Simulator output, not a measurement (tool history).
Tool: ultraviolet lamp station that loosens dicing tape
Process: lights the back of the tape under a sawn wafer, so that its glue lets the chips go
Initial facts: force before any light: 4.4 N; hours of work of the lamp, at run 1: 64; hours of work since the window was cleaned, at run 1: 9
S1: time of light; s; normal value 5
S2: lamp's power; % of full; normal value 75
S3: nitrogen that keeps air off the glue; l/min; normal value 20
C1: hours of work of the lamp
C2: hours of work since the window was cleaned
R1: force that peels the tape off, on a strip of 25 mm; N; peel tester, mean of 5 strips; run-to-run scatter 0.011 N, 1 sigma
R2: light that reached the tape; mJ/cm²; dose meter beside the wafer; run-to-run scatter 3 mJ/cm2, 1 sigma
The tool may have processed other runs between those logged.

run,day,S1,S2,S3,C1,C2,R1,R2
1,0.000,5,75,20,64,9,0.487,445
2,0.242,5,61,20,67,12,0.720,366
3,0.642,5,61,20,71,17,0.702,362
4,1.050,5,75,20,76,22,0.490,443
5,1.638,5,75,20,84,29,0.498,444
6,1.946,5,75,20,88,33,0.496,443
7,2.275,8,75,20,92,37,0.187,709
8,2.804,8,75,20,98,44,0.200,705
9,3.129,5,75,28,102,48,0.419,434
10,3.492,5,61,20,107,52,0.723,354
11,3.900,5,61,20,112,57,0.734,356
12,4.179,5,61,8,115,61,1.145,356
13,4.475,5,78,8,119,64,0.751,454
14,5.054,5,75,13,126,72,0.637,434
15,5.425,5,75,13,131,76,0.644,437
16,5.750,5,79,13,135,80,0.587,458
17,6.167,5,79,13,140,85,0.595,449
18,6.650,5,79,13,146,91,0.572,462
19,7.021,8,75,20,150,96,0.207,693
20,7.275,8,75,20,153,99,0.196,694
21,7.829,8,75,20,160,106,0.200,697
22,8.346,8,69,6,167,112,0.503,632
23,8.942,8,69,6,174,120,0.487,637
24,9.254,5,75,10,178,124,0.761,429
25,9.554,4,78,23,182,127,0.697,354
26,9.979,3,64,18,187,132,1.435,218
27,10.433,3,97,15,193,138,0.907,330
28,10.971,7,94,15,199,145,0.201,744
29,11.354,7,94,15,204,149,0.191,740
30,11.879,3,71,30,210,156,1.189,240
31,12.371,3,66,30,216,162,1.283,225
32,12.783,5,61,7,222,167,1.236,343
33,13.075,5,61,7,225,171,1.220,344
34,13.492,5,75,24,230,176,0.524,418

Some steps in R1, run to run, broken into two amounts with sign: the step expected even without the hidden condition (settings, incoming material, random variation), and the rest, left for the hidden condition together with whatever gauge scatter is not in both the measured and the hidden-condition-free result:
The hidden state here: lamp's light, % of a new lamp's; light that the window lets through, % of a clean one's; drift of the gauge itself on peel_n, %; drift of the gauge itself on dose_mj_cm2, %.
Run 25 -> 26: S1 4 -> 3, S2 78 -> 64, S3 23 -> 18. R1 +0.738 N: hidden state +0.028, all else +0.710.
Run 27 -> 28: S1 3 -> 7, S2 97 -> 94. R1 -0.706 N: hidden state -0.066, all else -0.640.
Run 29 -> 30: S1 7 -> 3, S2 94 -> 71, S3 15 -> 30. R1 +0.998 N: hidden state +0.092, all else +0.906.
Run 33 -> 34: S2 61 -> 75, S3 7 -> 24. R1 -0.696 N: hidden state -0.043, all else -0.653.
